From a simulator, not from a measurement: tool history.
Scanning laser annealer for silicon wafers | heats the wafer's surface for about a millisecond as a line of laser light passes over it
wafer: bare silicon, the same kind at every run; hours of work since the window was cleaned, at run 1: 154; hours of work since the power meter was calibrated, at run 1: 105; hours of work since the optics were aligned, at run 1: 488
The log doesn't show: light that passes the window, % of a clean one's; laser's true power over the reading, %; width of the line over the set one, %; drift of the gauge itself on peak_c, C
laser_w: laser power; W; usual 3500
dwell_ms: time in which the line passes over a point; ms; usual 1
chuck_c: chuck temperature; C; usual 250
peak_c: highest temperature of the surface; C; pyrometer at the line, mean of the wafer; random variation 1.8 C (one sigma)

run	hour	laser_w	dwell_ms	chuck_c	hours of work since the window was cleaned	hours of work since the power meter was calibrated	hours of work since the optics were aligned	peak_c
1	0	3500	1	250	154	105	488	1009
2	11.8	3500	1	250	161	112	495	1008
3	23.1	3500	1	250	168	119	502	1004
4	32.7	3500	1	250	173	125	508	1009
5	42.6	3500	1	250	179	131	514	1005
6	49.5	3500	1	224	184	135	518	981
7	58.7	3500	1	224	189	141	523	982
8	69.9	3500	1	224	196	147	530	980
9	77.8	3500	1	212	201	152	535	968
10	83.6	3500	1	212	204	156	538	968
11	92.8	3500	1.01	250	210	161	544	1013
12	104.1	3500	1.01	250	216	168	551	1012
13	112.5	3500	1	250	221	173	556	1009
14	120.4	3249	0.85	284	226	178	560	918
15	130	3478	0.72	233	232	184	566	856
16	138.3	3561	0.96	283	237	189	571	1036
17	148.7	3561	0.96	283	243	195	578	1038
18	156.3	3561	1.11	224	248	199	582	1042
19	168.1	3363	0.86	224	255	206	589	887
20	174.9	3363	0.75	264	259	211	593	873
21	181.1	3349	0.78	276	263	214	597	901
22	193	3570	0.81	217	270	221	604	903
23	203.1	3500	1.22	250	276	228	610	1101
24	210.4	3547	0.89	250	280	232	615	968
25	217.1	3500	0.88	250	284	236	619	953
26	226	3500	0.88	250	290	241	624	952

Forecast each of these 5 alternatives for the next run:
A	235	3254	1.25	250	295	247	629	?
B	235	3488	1	250	295	247	629	?
C	235	3354	1	255	295	247	629	?
D	235	3641	0.88	255	295	247	629	?
E	235	3154	1	250	295	247	629	?

run	peak_c
A	1048
B	1005
C	979
D	989
E	925
Without the tool's hidden state the same runs would have given:
run	peak_c
A	1049
B	1006
C	979
D	989
E	925
